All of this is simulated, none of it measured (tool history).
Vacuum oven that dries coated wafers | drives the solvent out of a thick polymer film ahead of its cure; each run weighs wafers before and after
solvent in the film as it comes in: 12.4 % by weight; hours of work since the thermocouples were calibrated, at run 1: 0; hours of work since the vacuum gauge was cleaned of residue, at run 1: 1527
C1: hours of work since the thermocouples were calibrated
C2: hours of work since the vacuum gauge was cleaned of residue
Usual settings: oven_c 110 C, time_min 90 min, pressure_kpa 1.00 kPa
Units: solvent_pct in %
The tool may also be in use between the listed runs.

run 1 hour=0.0 | oven_c=110 time_min=90 pressure_kpa=1.00 | C1=0 C2=1527 | solvent_pct=2.19
run 2 hour=42.2 | oven_c=110 time_min=90 pressure_kpa=1.00 | C1=23 C2=1550 | solvent_pct=2.16
run 3 hour=103.9 | oven_c=110 time_min=90 pressure_kpa=1.00 | C1=57 C2=1584 | solvent_pct=2.09
run 4 hour=140.6 | oven_c=110 time_min=90 pressure_kpa=1.00 | C1=76 C2=1604 | solvent_pct=2.15
run 5 hour=188.1 | oven_c=110 time_min=90 pressure_kpa=1.00 | C1=102 C2=1629 | solvent_pct=2.14
run 6 hour=222.7 | oven_c=110 time_min=90 pressure_kpa=1.00 | C1=121 C2=1648 | solvent_pct=2.13
run 7 hour=269.8 | oven_c=110 time_min=90 pressure_kpa=1.00 | C1=147 C2=1674 | solvent_pct=2.04
run 8 hour=322.3 | oven_c=110 time_min=126 pressure_kpa=1.00 | C1=175 C2=1702 | solvent_pct=1.64
run 9 hour=361.8 | oven_c=110 time_min=123 pressure_kpa=1.00 | C1=197 C2=1724 | solvent_pct=1.69
run 10 hour=436.2 | oven_c=97 time_min=90 pressure_kpa=1.00 | C1=237 C2=1764 | solvent_pct=4.50
run 11 hour=486.7 | oven_c=110 time_min=67 pressure_kpa=1.00 | C1=265 C2=1792 | solvent_pct=2.73
run 12 hour=518.6 | oven_c=110 time_min=67 pressure_kpa=1.00 | C1=282 C2=1809 | solvent_pct=2.68
run 13 hour=567.7 | oven_c=110 time_min=90 pressure_kpa=3.85 | C1=309 C2=1836 | solvent_pct=5.94
run 14 hour=604.9 | oven_c=110 time_min=90 pressure_kpa=1.00 | C1=329 C2=1856 | solvent_pct=2.13
run 15 hour=675.0 | oven_c=110 time_min=90 pressure_kpa=1.00 | C1=367 C2=1894 | solvent_pct=2.11
run 16 hour=752.5 | oven_c=110 time_min=90 pressure_kpa=1.00 | C1=409 C2=1936 | solvent_pct=2.11
run 17 hour=796.5 | oven_c=110 time_min=90 pressure_kpa=1.00 | C1=433 C2=1960 | solvent_pct=2.04
run 18 hour=866.7 | oven_c=110 time_min=85 pressure_kpa=1.00 | C1=471 C2=1998 | solvent_pct=2.31
run 19 hour=928.4 | oven_c=124 time_min=65 pressure_kpa=1.67 | C1=505 C2=2032 | solvent_pct=1.71
run 20 hour=982.1 | oven_c=124 time_min=59 pressure_kpa=1.67 | C1=534 C2=2061 | solvent_pct=1.87
run 21 hour=1049.4 | oven_c=122 time_min=137 pressure_kpa=2.61 | C1=571 C2=2098 | solvent_pct=2.49
run 22 hour=1109.2 | oven_c=110 time_min=114 pressure_kpa=1.00 | C1=603 C2=2130 | solvent_pct=1.73
run 23 hour=1171.3 | oven_c=107 time_min=118 pressure_kpa=1.00 | C1=637 C2=2164 | solvent_pct=2.10

Forecast run 24:
run 24 hour=1211.1 | oven_c=99 time_min=113 pressure_kpa=1.63 | C1=659 C2=2186 | solvent_pct=?

{"run 24": {"solvent_pct": 4.5}}
Without the tool's hidden state the same run would have given solvent_pct 4.47 %.
